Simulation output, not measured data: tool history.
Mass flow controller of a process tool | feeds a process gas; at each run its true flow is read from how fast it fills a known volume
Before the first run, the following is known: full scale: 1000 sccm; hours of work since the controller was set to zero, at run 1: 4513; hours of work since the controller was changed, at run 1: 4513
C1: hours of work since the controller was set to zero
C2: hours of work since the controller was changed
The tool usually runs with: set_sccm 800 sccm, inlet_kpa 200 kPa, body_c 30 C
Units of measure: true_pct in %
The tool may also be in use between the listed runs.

Run 1, day 0.000: usual settings; C1 4513; C2 4513. Result: true_pct 99.41 %.
Run 2, day 14.404: usual settings; C1 4705; C2 4705. Result: true_pct 99.32 %.
Run 3, day 33.629: usual settings but body_c 39 C; C1 4961; C2 4961. Result: true_pct 98.78 %.
Run 4, day 52.829: usual settings; C1 5216; C2 5216. Result: true_pct 99.18 %.
Run 5, day 70.292: usual settings; C1 5449; C2 5449. Result: true_pct 99.09 %.
Run 6, day 85.158: usual settings; C1 5647; C2 5647. Result: true_pct 99.08 %.
Run 7, day 97.971: usual settings; C1 5817; C2 5817. Result: true_pct 99.05 %.
At day 107.962: controller's zero set anew.
Run 8, day 116.604: usual settings; C1 115; C2 6065. Result: true_pct 98.91 %.
Run 9, day 137.588: usual settings but inlet_kpa 185 kPa, body_c 21 C; C1 394; C2 6344. Result: true_pct 99.60 %.
At day 138.842: controller exchanged for a calibrated one.
Run 10, day 155.554: usual settings but inlet_kpa 159 kPa, body_c 24 C; C1 222; C2 222. Result: true_pct 99.61 %.
Run 11, day 165.358: usual settings but set_sccm 221 sccm, inlet_kpa 202 kPa, body_c 31 C; C1 353; C2 353. Result: true_pct 97.79 %.
Run 12, day 184.467: usual settings but set_sccm 455 sccm, body_c 25 C; C1 607; C2 607. Result: true_pct 98.39 %.
Run 13, day 207.079: usual settings but set_sccm 628 sccm, inlet_kpa 149 kPa, body_c 39 C; C1 908; C2 908. Result: true_pct 98.18 %.
Run 14, day 228.896: usual settings but set_sccm 893 sccm, body_c 33 C; C1 1198; C2 1198. Result: true_pct 98.58 %.
Run 15, day 240.408: usual settings but set_sccm 620 sccm, body_c 23 C; C1 1352; C2 1352. Result: true_pct 98.74 %.
Run 16, day 262.092: usual settings but set_sccm 620 sccm, body_c 23 C; C1 1640; C2 1640. Result: true_pct 98.60 %.

Hidden state at the last listed run before each entry between runs and at the first one after, where it differs:
After run 7, before run 8: controller's zero set anew (day 107.962)
  flow at rest that the sensor doesn't see, % of full scale: 0.003 -> 0; drift of the gauge itself on true_pct, %: -0.37 -> -0.44
  the result without the hidden state subtracted from the measured one, true_pct: -0.37 -> -0.44 %
After run 9, before run 10: controller exchanged for a calibrated one (day 138.842)
  drift of the gauge itself on true_pct, %: -0.52 -> -0.59
  the result without the hidden state subtracted from the measured one, true_pct: -0.52 -> -0.58 %

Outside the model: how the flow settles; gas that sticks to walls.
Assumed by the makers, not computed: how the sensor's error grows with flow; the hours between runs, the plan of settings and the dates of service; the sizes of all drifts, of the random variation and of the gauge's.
